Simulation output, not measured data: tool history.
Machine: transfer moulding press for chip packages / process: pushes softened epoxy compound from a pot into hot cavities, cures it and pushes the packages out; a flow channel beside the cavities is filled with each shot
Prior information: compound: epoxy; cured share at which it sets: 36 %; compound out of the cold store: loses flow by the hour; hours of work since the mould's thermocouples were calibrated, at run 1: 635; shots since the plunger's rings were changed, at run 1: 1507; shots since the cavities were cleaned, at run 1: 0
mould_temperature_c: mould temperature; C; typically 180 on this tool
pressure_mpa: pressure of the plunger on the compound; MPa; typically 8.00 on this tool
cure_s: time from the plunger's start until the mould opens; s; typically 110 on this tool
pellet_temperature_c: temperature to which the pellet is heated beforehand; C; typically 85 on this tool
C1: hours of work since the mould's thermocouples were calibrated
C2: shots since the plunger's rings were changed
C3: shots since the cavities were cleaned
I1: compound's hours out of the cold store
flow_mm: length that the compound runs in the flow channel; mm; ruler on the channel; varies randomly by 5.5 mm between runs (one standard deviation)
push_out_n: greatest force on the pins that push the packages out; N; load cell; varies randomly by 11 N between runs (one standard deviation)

{"run": 1, "hour": 0.0, "mould_temperature_c": 180, "pressure_mpa": 8.0, "cure_s": 110, "pellet_temperature_c": 85, "C1": 635, "C2": 1507, "C3": 0, "I1": 24.2, "flow_mm": 810, "push_out_n": 530}
{"hour": 52.6, "done": "cavities cleaned with cleaning compound and waxed"}
{"run": 2, "hour": 59.8, "mould_temperature_c": 180, "pressure_mpa": 8.0, "cure_s": 110, "pellet_temperature_c": 85, "C1": 661, "C2": 1978, "C3": 57, "I1": 40.4, "flow_mm": 745, "push_out_n": 508}
{"hour": 109.2, "done": "cavities cleaned with cleaning compound and waxed"}
{"run": 3, "hour": 122.8, "mould_temperature_c": 180, "pressure_mpa": 8.0, "cure_s": 142, "pellet_temperature_c": 85, "C1": 688, "C2": 2477, "C3": 110, "I1": 18.7, "flow_mm": 841, "push_out_n": 447}
{"hour": 161.9, "done": "cavities cleaned with cleaning compound and waxed"}
{"run": 4, "hour": 186.7, "mould_temperature_c": 180, "pressure_mpa": 8.0, "cure_s": 142, "pellet_temperature_c": 85, "C1": 716, "C2": 2983, "C3": 201, "I1": 36.7, "flow_mm": 759, "push_out_n": 443}
{"hour": 217.8, "done": "cavities cleaned with cleaning compound and waxed"}
{"hour": 239.2, "done": "plunger's sealing rings changed"}
{"run": 5, "hour": 265.3, "mould_temperature_c": 173, "pressure_mpa": 8.0, "cure_s": 110, "pellet_temperature_c": 85, "C1": 749, "C2": 212, "C3": 365, "I1": 29.0, "flow_mm": 812, "push_out_n": 848}
{"hour": 273.7, "done": "cavities cleaned with cleaning compound and waxed"}
{"hour": 294.5, "done": "mould's thermocouples calibrated"}
{"run": 6, "hour": 315.5, "mould_temperature_c": 173, "pressure_mpa": 8.0, "cure_s": 110, "pellet_temperature_c": 85, "C1": 9, "C2": 590, "C3": 322, "I1": 13.4, "flow_mm": 878, "push_out_n": 891}
{"hour": 331.0, "done": "cavities cleaned with cleaning compound and waxed"}
{"run": 7, "hour": 367.3, "mould_temperature_c": 173, "pressure_mpa": 8.0, "cure_s": 110, "pellet_temperature_c": 85, "C1": 32, "C2": 997, "C3": 294, "I1": 39.6, "flow_mm": 779, "push_out_n": 819}
{"hour": 388.3, "done": "cavities cleaned with cleaning compound and waxed"}
{"run": 8, "hour": 416.3, "mould_temperature_c": 173, "pressure_mpa": 8.0, "cure_s": 110, "pellet_temperature_c": 85, "C1": 53, "C2": 1382, "C3": 227, "I1": 37.6, "flow_mm": 778, "push_out_n": 788}
{"hour": 445.2, "done": "cavities cleaned with cleaning compound and waxed"}
{"run": 9, "hour": 469.1, "mould_temperature_c": 173, "pressure_mpa": 6.52, "cure_s": 110, "pellet_temperature_c": 85, "C1": 75, "C2": 1798, "C3": 193, "I1": 23.2, "flow_mm": 749, "push_out_n": 843}
{"hour": 501.6, "done": "cavities cleaned with cleaning compound and waxed"}
{"run": 10, "hour": 545.7, "mould_temperature_c": 180, "pressure_mpa": 7.3, "cure_s": 110, "pellet_temperature_c": 85, "C1": 109, "C2": 2406, "C3": 357, "I1": 42.2, "flow_mm": 715, "push_out_n": 524}

For run 11, what comes out?
{"hour": 556.8, "done": "cavities cleaned with cleaning compound and waxed"}
{"run": 11, "hour": 585.6, "mould_temperature_c": 180, "pressure_mpa": 8.0, "cure_s": 129, "pellet_temperature_c": 93, "C1": 126, "C2": 2717, "C3": 233, "I1": 31.8, "flow_mm": "?", "push_out_n": "?"}

For run 11 the tool returned flow_mm 788 mm, push_out_n 454 N.
The same run, on a tool lacking any hidden state, would have yielded flow_mm 788 mm, push_out_n 450 N.
